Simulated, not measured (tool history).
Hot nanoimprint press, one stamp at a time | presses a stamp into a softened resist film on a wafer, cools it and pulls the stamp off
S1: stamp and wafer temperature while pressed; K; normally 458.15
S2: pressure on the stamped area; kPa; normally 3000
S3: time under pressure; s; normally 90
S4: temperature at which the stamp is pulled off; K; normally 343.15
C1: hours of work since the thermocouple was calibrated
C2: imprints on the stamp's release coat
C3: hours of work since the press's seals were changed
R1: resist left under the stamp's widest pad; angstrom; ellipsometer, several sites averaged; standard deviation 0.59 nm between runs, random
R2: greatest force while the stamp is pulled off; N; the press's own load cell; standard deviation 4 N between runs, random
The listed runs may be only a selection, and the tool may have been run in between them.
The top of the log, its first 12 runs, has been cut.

| run | hour | S1 | S2 | S3 | S4 | C1 | C2 | C3 | R1 | R2 |
|---|---|---|---|---|---|---|---|---|---|---|
| 13 | 758.9 | 458.15 | 3000 | 90 | 343.15 | 216 | 936 | 833 | 2537 | 229 |
|  | 826.3 | plate thermocouple calibrated |
| 14 | 844.5 | 458.15 | 3000 | 90 | 343.15 | 10 | 1220 | 879 | 2551 | 239 |
| 15 | 912.2 | 458.15 | 3000 | 90 | 343.15 | 48 | 1452 | 917 | 2548 | 250 |
| 16 | 955.7 | 453.15 | 2540 | 90 | 347.15 | 72 | 1601 | 941 | 3086 | 245 |
| 17 | 993.3 | 453.15 | 2540 | 90 | 347.15 | 93 | 1730 | 962 | 3077 | 245 |
|  | 1038.8 | press's hydraulic seals changed and the load cell set to zero |
| 18 | 1046.8 | 453.15 | 2540 | 90 | 347.15 | 119 | 1886 | 4 | 3052 | 247 |
|  | 1071.0 | stamp cleaned and given a new release coat |
| 19 | 1095.5 | 451.15 | 2540 | 90 | 347.15 | 142 | 84 | 28 | 3206 | 183 |
| 20 | 1155.0 | 458.15 | 3960 | 85 | 348.15 | 176 | 288 | 62 | 2230 | 185 |
| 21 | 1213.5 | 458.15 | 3960 | 85 | 348.15 | 208 | 489 | 94 | 2232 | 192 |
| 22 | 1261.7 | 458.15 | 3960 | 85 | 348.15 | 235 | 654 | 121 | 2219 | 198 |
|  | 1300.0 | plate thermocouple calibrated |
| 23 | 1327.8 | 452.15 | 3960 | 109 | 348.15 | 16 | 870 | 156 | 2471 | 212 |
| 24 | 1399.1 | 455.15 | 4580 | 90 | 343.15 | 55 | 1115 | 196 | 2249 | 236 |
| 25 | 1463.9 | 458.15 | 3000 | 60 | 347.15 | 92 | 1337 | 232 | 2862 | 225 |
| 26 | 1532.7 | 453.15 | 3820 | 67 | 347.15 | 130 | 1573 | 271 | 2840 | 239 |
| 27 | 1577.7 | 460.15 | 3960 | 93 | 329.15 | 155 | 1728 | 296 | 2038 | 310 |
| 28 | 1633.3 | 462.15 | 3000 | 58 | 343.15 | 186 | 1918 | 327 | 2606 | 265 |
|  | 1647.7 | stamp cleaned and given a new release coat |
| 29 | 1697.2 | 462.15 | 3000 | 58 | 343.15 | 218 | 170 | 359 | 2603 | 194 |
|  | 1761.0 | plate thermocouple calibrated |
| 30 | 1777.1 | 462.15 | 3000 | 58 | 343.15 | 9 | 434 | 402 | 2660 | 208 |

Here are 3 independent what-if runs from the current tool condition. What would each one return?
| A | 1827.5 | 462.15 | 3000 | 122 | 343.15 | 37 | 607 | 430 | ? | ? |
| B | 1827.5 | 458.15 | 2410 | 89 | 334.15 | 37 | 607 | 430 | ? | ? |
| C | 1827.5 | 462.15 | 3000 | 58 | 338.15 | 37 | 607 | 430 | ? | ? |

| run | R1 | R2 |
|---|---|---|
| A | 2028 | 217 |
| B | 2798 | 242 |
| C | 2649 | 236 |
Without the tool's unlogged condition, the same runs would have read:
| run | R1 | R2 |
|---|---|---|
| A | 2020 | 194 |
| B | 2790 | 216 |
| C | 2640 | 211 |
